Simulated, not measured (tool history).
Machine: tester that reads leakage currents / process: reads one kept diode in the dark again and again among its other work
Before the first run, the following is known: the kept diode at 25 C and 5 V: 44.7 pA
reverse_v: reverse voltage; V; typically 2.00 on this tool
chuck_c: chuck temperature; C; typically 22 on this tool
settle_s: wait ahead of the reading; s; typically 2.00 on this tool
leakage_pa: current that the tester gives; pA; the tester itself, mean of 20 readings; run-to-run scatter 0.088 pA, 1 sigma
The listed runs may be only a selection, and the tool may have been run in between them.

| run | hour | reverse_v | chuck_c | settle_s | leakage_pa |
|---|---|---|---|---|---|
| 1 | 0.0 | 2.00 | 22 | 2.00 | 26.11 |
| 2 | 72.3 | 2.00 | 57 | 2.00 | 518.35 |
| 3 | 133.2 | 2.00 | 57 | 2.00 | 516.01 |
| 4 | 181.6 | 2.00 | 57 | 1.59 | 518.03 |
| 5 | 214.6 | 2.00 | 57 | 1.59 | 514.63 |
| 6 | 250.1 | 2.00 | 57 | 1.59 | 515.82 |
| 7 | 303.2 | 2.00 | 22 | 0.59 | 26.56 |
| 8 | 367.8 | 2.00 | 22 | 0.59 | 26.49 |
| 9 | 402.3 | 2.00 | 22 | 0.59 | 26.54 |
| 10 | 449.5 | 2.00 | 22 | 0.59 | 26.41 |
| 11 | 514.2 | 2.00 | 22 | 1.05 | 25.96 |
| 12 | 559.4 | 2.00 | 39 | 2.00 | 114.47 |
| 13 | 615.3 | 2.00 | 39 | 2.00 | 114.45 |
| 14 | 662.7 | 1.36 | 22 | 2.00 | 21.49 |
| 15 | 703.6 | 1.36 | 22 | 2.00 | 21.53 |
| 16 | 778.7 | 2.36 | 22 | 2.00 | 27.36 |
| 17 | 852.9 | 2.36 | 22 | 2.00 | 27.18 |
| 18 | 914.2 | 2.36 | 22 | 2.00 | 27.30 |
| 19 | 979.0 | 2.00 | 22 | 2.00 | 25.35 |
| 20 | 1014.2 | 2.00 | 22 | 2.00 | 25.35 |
| 21 | 1053.2 | 2.00 | 22 | 2.00 | 25.35 |
| 22 | 1091.2 | 2.00 | 22 | 2.00 | 25.12 |
| 23 | 1150.5 | 2.71 | 54 | 3.23 | 433.15 |
| 24 | 1220.4 | 3.57 | 46 | 1.67 | 251.28 |
| 25 | 1296.0 | 14.13 | 47 | 4.65 | 468.51 |
| 26 | 1364.0 | 1.18 | 33 | 7.00 | 52.96 |
| 27 | 1430.8 | 2.31 | 37 | 3.58 | 98.08 |
| 28 | 1507.5 | 2.31 | 37 | 4.36 | 97.69 |
| 29 | 1554.6 | 6.58 | 32 | 6.46 | 98.18 |
| 30 | 1627.8 | 6.58 | 54 | 1.14 | 600.30 |
| 31 | 1674.4 | 1.06 | 54 | 1.14 | 294.08 |
| 32 | 1726.4 | 1.06 | 54 | 1.14 | 295.84 |
| 33 | 1757.3 | 1.06 | 54 | 1.14 | 295.75 |
| 34 | 1795.4 | 7.37 | 52 | 4.81 | 528.33 |
| 35 | 1841.5 | 1.61 | 22 | 2.00 | 22.06 |
| 36 | 1894.5 | 8.10 | 22 | 1.24 | 50.54 |
| 37 | 1966.9 | 8.10 | 22 | 1.24 | 50.68 |
| 38 | 2022.9 | 2.00 | 22 | 1.13 | 24.91 |
| 39 | 2053.8 | 2.00 | 57 | 2.00 | 468.56 |
| 40 | 2087.1 | 1.73 | 43 | 2.83 | 141.00 |
| 41 | 2162.7 | 7.85 | 50 | 2.83 | 453.65 |

Here are 3 independent what-if runs from the current tool condition. What would each one return?
| A | 2223.0 | 3.65 | 56 | 1.24 | ? |
| B | 2223.0 | 7.85 | 55 | 3.91 | ? |
| C | 2223.0 | 11.24 | 30 | 0.58 | ? |

| run | leakage_pa |
|---|---|
| A | 541.85 |
| B | 671.35 |
| C | 110.85 |
Stripped of hidden state, with their random variation kept, the same runs would have yielded:
| run | leakage_pa |
|---|---|
| A | 597.10 |
| B | 734.20 |
| C | 103.86 |

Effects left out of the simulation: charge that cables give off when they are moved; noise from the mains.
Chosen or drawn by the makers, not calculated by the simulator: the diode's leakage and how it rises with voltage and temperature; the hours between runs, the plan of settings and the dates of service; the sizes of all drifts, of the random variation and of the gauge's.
